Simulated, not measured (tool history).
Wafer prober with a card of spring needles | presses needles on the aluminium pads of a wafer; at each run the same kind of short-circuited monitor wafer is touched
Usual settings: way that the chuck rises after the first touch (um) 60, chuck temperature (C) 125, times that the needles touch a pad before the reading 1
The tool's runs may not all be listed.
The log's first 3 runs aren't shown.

run	hour	way that the chuck rises after the first touch (um)	chuck temperature (C)	times that the needles touch a pad before the reading	resistance of one needle with its contact and lead (mohm)	way that a needle slides on the pad (um)
# hour 77.5: tips cleaned on abrasive film
4	96.4	60	45	1	232	11.79
# hour 124.4: height of the first contact set anew
# hour 130.6: tips cleaned on abrasive film
5	133.4	60	45	1	233	11.74
6	162.5	60	45	1	233	11.74
# hour 182.9: tips cleaned on abrasive film
7	183.6	60	45	1	231	11.70
8	219.6	60	45	1	234	11.69
# hour 234.7: tips cleaned on abrasive film
9	251.1	52	125	1	261	10.16
10	267.0	60	125	1	253	11.70
# hour 287.7: tips cleaned on abrasive film
11	305.9	60	125	1	257	11.68
12	323.3	60	125	1	258	11.68
# hour 340.1: tips cleaned on abrasive film
13	342.4	60	32	1	232	11.67
14	365.7	60	32	1	231	11.65
# hour 393.0: tips cleaned on abrasive film
15	400.5	60	32	1	226	11.64
16	438.3	60	32	1	230	11.58
# hour 444.9: tips cleaned on abrasive film
17	477.5	60	27	1	225	11.66
# hour 495.8: tips cleaned on abrasive film
18	515.6	60	27	1	227	11.60
19	535.8	79	29	2	224	15.29
# hour 547.9: tips cleaned on abrasive film
20	556.6	79	29	2	225	15.29
21	574.5	43	125	3	263	8.28
# hour 599.1: tips cleaned on abrasive film
22	608.1	49	125	2	257	9.46
23	628.8	49	125	2	261	9.45
# hour 649.7: tips cleaned on abrasive film
24	661.6	60	66	2	238	11.60
25	684.4	60	125	1	255	11.57
# hour 702.3: tips cleaned on abrasive film
26	721.5	49	28	2	234	9.39
# hour 754.2: tips cleaned on abrasive film
27	754.5	60	73	2	240	11.49
28	792.3	69	89	2	240	13.23

Run 29 comes next. What will it give?
# hour 805.5: tips cleaned on abrasive film
29	812.5	75	125	2	?	?

{"run 29": {"resistance of one needle with its contact and lead (mohm)": 250, "way that a needle slides on the pad (um)": 14.36}}
Without the tool's hidden state the same run would have given resistance of one needle with its contact and lead (mohm) 249, way that a needle slides on the pad (um) 14.71.
